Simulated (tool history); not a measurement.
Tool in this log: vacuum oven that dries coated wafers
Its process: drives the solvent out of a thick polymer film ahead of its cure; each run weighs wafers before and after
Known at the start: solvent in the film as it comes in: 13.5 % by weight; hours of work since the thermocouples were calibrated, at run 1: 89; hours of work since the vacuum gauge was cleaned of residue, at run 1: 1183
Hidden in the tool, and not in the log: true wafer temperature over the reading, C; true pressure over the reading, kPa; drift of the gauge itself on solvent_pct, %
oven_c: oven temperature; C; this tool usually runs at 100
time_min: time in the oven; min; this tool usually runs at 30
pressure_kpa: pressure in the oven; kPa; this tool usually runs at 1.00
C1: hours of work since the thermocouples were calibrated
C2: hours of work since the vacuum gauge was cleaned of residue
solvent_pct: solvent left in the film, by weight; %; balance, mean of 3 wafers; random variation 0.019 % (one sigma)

run 1 hour=0.0 | oven_c=100 time_min=30 pressure_kpa=1.00 | C1=89 C2=1183 | solvent_pct=1.21
run 2 hour=106.5 | oven_c=100 time_min=30 pressure_kpa=1.00 | C1=145 C2=1240 | solvent_pct=1.25
run 3 hour=203.4 | oven_c=100 time_min=30 pressure_kpa=0.52 | C1=197 C2=1291 | solvent_pct=1.06
run 4 hour=300.2 | oven_c=100 time_min=30 pressure_kpa=1.00 | C1=248 C2=1343 | solvent_pct=1.25
run 5 hour=395.4 | oven_c=105 time_min=30 pressure_kpa=1.00 | C1=299 C2=1393 | solvent_pct=0.82
run 6 hour=505.4 | oven_c=105 time_min=30 pressure_kpa=1.00 | C1=357 C2=1452 | solvent_pct=0.86
run 7 hour=582.6 | oven_c=100 time_min=47 pressure_kpa=1.00 | C1=398 C2=1493 | solvent_pct=0.60
run 8 hour=679.2 | oven_c=100 time_min=47 pressure_kpa=1.00 | C1=450 C2=1544 | solvent_pct=0.60
run 9 hour=743.0 | oven_c=100 time_min=47 pressure_kpa=1.00 | C1=484 C2=1578 | solvent_pct=0.64
run 10 hour=858.5 | oven_c=100 time_min=47 pressure_kpa=1.00 | C1=545 C2=1639 | solvent_pct=0.60
run 11 hour=930.5 | oven_c=100 time_min=47 pressure_kpa=0.73 | C1=583 C2=1678 | solvent_pct=0.51
run 12 hour=1028.8 | oven_c=100 time_min=30 pressure_kpa=1.00 | C1=635 C2=1730 | solvent_pct=1.22
run 13 hour=1132.0 | oven_c=100 time_min=30 pressure_kpa=1.00 | C1=690 C2=1785 | solvent_pct=1.28
run 14 hour=1217.7 | oven_c=100 time_min=15 pressure_kpa=2.83 | C1=736 C2=1830 | solvent_pct=3.99
run 15 hour=1274.7 | oven_c=89 time_min=18 pressure_kpa=1.00 | C1=766 C2=1861 | solvent_pct=4.40
run 16 hour=1390.2 | oven_c=89 time_min=17 pressure_kpa=2.30 | C1=827 C2=1922 | solvent_pct=5.23
run 17 hour=1509.0 | oven_c=89 time_min=17 pressure_kpa=2.30 | C1=891 C2=1985 | solvent_pct=5.23
-- hour=1553.7 vacuum gauge cleaned of residue and calibrated
run 18 hour=1622.8 | oven_c=103 time_min=23 pressure_kpa=0.94 | C1=950 C2=37 | solvent_pct=1.56
run 19 hour=1720.9 | oven_c=103 time_min=23 pressure_kpa=0.94 | C1=1002 C2=89 | solvent_pct=1.54
run 20 hour=1842.4 | oven_c=100 time_min=30 pressure_kpa=1.64 | C1=1067 C2=153 | solvent_pct=1.49
run 21 hour=1952.1 | oven_c=97 time_min=45 pressure_kpa=3.48 | C1=1125 C2=212 | solvent_pct=1.90
run 22 hour=2070.8 | oven_c=109 time_min=16 pressure_kpa=1.04 | C1=1188 C2=275 | solvent_pct=1.93
run 23 hour=2148.9 | oven_c=107 time_min=50 pressure_kpa=0.61 | C1=1230 C2=316 | solvent_pct=0.25
run 24 hour=2229.5 | oven_c=107 time_min=50 pressure_kpa=0.61 | C1=1273 C2=359 | solvent_pct=0.23
run 25 hour=2307.6 | oven_c=112 time_min=50 pressure_kpa=0.61 | C1=1314 C2=401 | solvent_pct=0.16
run 26 hour=2428.6 | oven_c=112 time_min=30 pressure_kpa=0.51 | C1=1378 C2=465 | solvent_pct=0.35

Across each entry between runs, compare the hidden state at the last listed run before it with the hidden state at the first listed run after it:
From run 17 to run 18: vacuum gauge cleaned of residue and calibrated (hour 1553.7)
  true pressure over the reading, kPa: 0.024 -> 0.001

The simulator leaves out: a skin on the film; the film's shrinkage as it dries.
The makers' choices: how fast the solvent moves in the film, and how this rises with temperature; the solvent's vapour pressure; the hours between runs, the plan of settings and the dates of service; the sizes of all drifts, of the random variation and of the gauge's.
